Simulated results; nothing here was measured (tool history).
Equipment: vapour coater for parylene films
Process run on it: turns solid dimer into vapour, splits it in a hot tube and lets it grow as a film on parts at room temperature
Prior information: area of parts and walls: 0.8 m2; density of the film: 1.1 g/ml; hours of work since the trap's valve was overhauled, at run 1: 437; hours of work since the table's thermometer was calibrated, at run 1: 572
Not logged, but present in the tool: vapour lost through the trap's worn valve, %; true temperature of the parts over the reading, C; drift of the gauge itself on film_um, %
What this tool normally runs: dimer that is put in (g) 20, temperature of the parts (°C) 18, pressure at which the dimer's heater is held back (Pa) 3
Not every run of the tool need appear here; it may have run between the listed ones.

run     day  dimer that is put in (g)  temperature of the parts (°C)  pressure at which the dimer's heater is held back (Pa)  hours of work since the trap's valve was overhauled  hours of work since the table's thermometer was calibrated  thickness of the film (µm)
  1       0                        20                             18                                                       3                                                  437                                                         572                       13.98
  2   0.742                        20                             18                                                       3                                                  452                                                         586                       14.03
  3    1.35                        20                             18                                                       3                                                  463                                                         598                       13.82
      2.762  -- trap's valve overhauled
  4   2.908                        20                             18                                                       3                                                    3                                                         625                       13.92
  5   3.696                        20                             18                                                       3                                                   18                                                         640                        13.9
  6   4.304                        20                             18                                                       3                                                   30                                                         652                       13.89
  7   5.596                        20                             18                                                       3                                                   54                                                         676                       13.81
  8   6.846                        20                             18                                                       3                                                   78                                                         700                       13.94
  9   7.604                        20                             18                                                       3                                                   93                                                         715                       13.93
 10   8.896                        20                             18                                                       3                                                  118                                                         740                       13.91
 11  10.067                        10                             18                                                       3                                                  140                                                         762                        7.01
 12  11.025                        20                             18                                                       3                                                  159                                                         780                       13.83
 13  12.079                        20                             18                                                       3                                                  179                                                         801                       14.02
 14  13.304                        20                             18                                                       3                                                  202                                                         824                       13.79
 15  13.954                        20                             18                                                       3                                                  215                                                         837                       13.92
 16  14.671                        20                             13                                                       3                                                  229                                                         850                       15.92
 17  15.429                        20                             18                                                       3                                                  243                                                         865                       13.94
 18  16.188                        20                             18                                                       3                                                  258                                                         880                       13.68
 19  17.412                        20                             18                                                     5.9                                                  281                                                         903                       12.74
 20  18.692                        20                             18                                                     5.9                                                  306                                                         928                        12.5
 21  20.062                        20                             18                                                     5.9                                                  332                                                         954                        12.6
 22  20.817                        20                             18                                                     5.9                                                  346                                                         968                       12.63
 23    21.9                        20                             15                                                     5.9                                                  367                                                         989                       13.85
 24  23.133                        20                             17                                                     5.9                                                  391                                                        1013                       13.27
 25  24.233                        20                             17                                                     5.9                                                  412                                                        1034                       13.18
 26  24.871                        14                             18                                                       3                                                  424                                                        1046                        9.73
 27  26.212                        14                             18                                                       3                                                  450                                                        1072                        9.57
 28  26.838                        20                             25                                                       3                                                  462                                                        1084                       11.21
     28.325  -- trap's valve overhauled
 29  28.325                        20                             23                                                    3.54                                                    0                                                        1109                       11.77
 30      29                        20                             27                                                       3                                                   13                                                        1122                       10.64
 31  30.142                        20                             27                                                       3                                                   35                                                        1144                       10.72
 32  31.146                        18                             18                                                       3                                                   54                                                        1163                       12.56
 33  32.042                        18                             13                                                    2.48                                                   71                                                        1181                       14.93
 34  33.075                        20                             18                                                    3.05                                                   91                                                        1200                       13.87
 35  34.154                        20                             13                                                     4.3                                                  112                                                        1221                       15.21
 36  35.454                        10                             22                                                    2.67                                                  137                                                        1246                        6.28
 37    36.5                        11                             23                                                    2.77                                                  157                                                        1266                        6.61
 38  37.329                        25                             18                                                    5.51                                                  173                                                        1282                       15.96
 39  37.996                        14                             12                                                       3                                                  186                                                        1295                       11.62
 40  39.275                        14                             12                                                       3                                                  210                                                        1319                       11.44
 41  40.517                        11                             28                                                    6.29                                                  234                                                        1343                        5.19
 42  41.875                        12                             14                                                    3.52                                                  260                                                        1369                        9.15
 43  42.638                         9                             14                                                    7.41                                                  275                                                        1384                        6.22
 44  43.512                        20                             27                                                    6.32                                                  291                                                        1401                        9.79
 45  44.308                        29                             18                                                     8.7                                                  307                                                        1416                       17.35
 46  45.142                        29                             18                                                     8.7                                                  323                                                        1432                       17.71

3 options for the next run, each taken on its own from the tool as it stands now. Forecast them:
  A  46.112                        20                             18                                                    5.74                                                  341                                                        1451                           ?
  B  46.112                        20                             14                                                    7.84                                                  341                                                        1451                           ?
  C  46.112                        29                             27                                                     8.7                                                  341                                                        1451                           ?

run  thickness of the film (µm)
  A                       12.82
  B                       13.76
  C                       13.69
Without the tool's unlogged condition, the same runs would have read:
run  thickness of the film (µm)
  A                       12.86
  B                       13.81
  C                       13.74

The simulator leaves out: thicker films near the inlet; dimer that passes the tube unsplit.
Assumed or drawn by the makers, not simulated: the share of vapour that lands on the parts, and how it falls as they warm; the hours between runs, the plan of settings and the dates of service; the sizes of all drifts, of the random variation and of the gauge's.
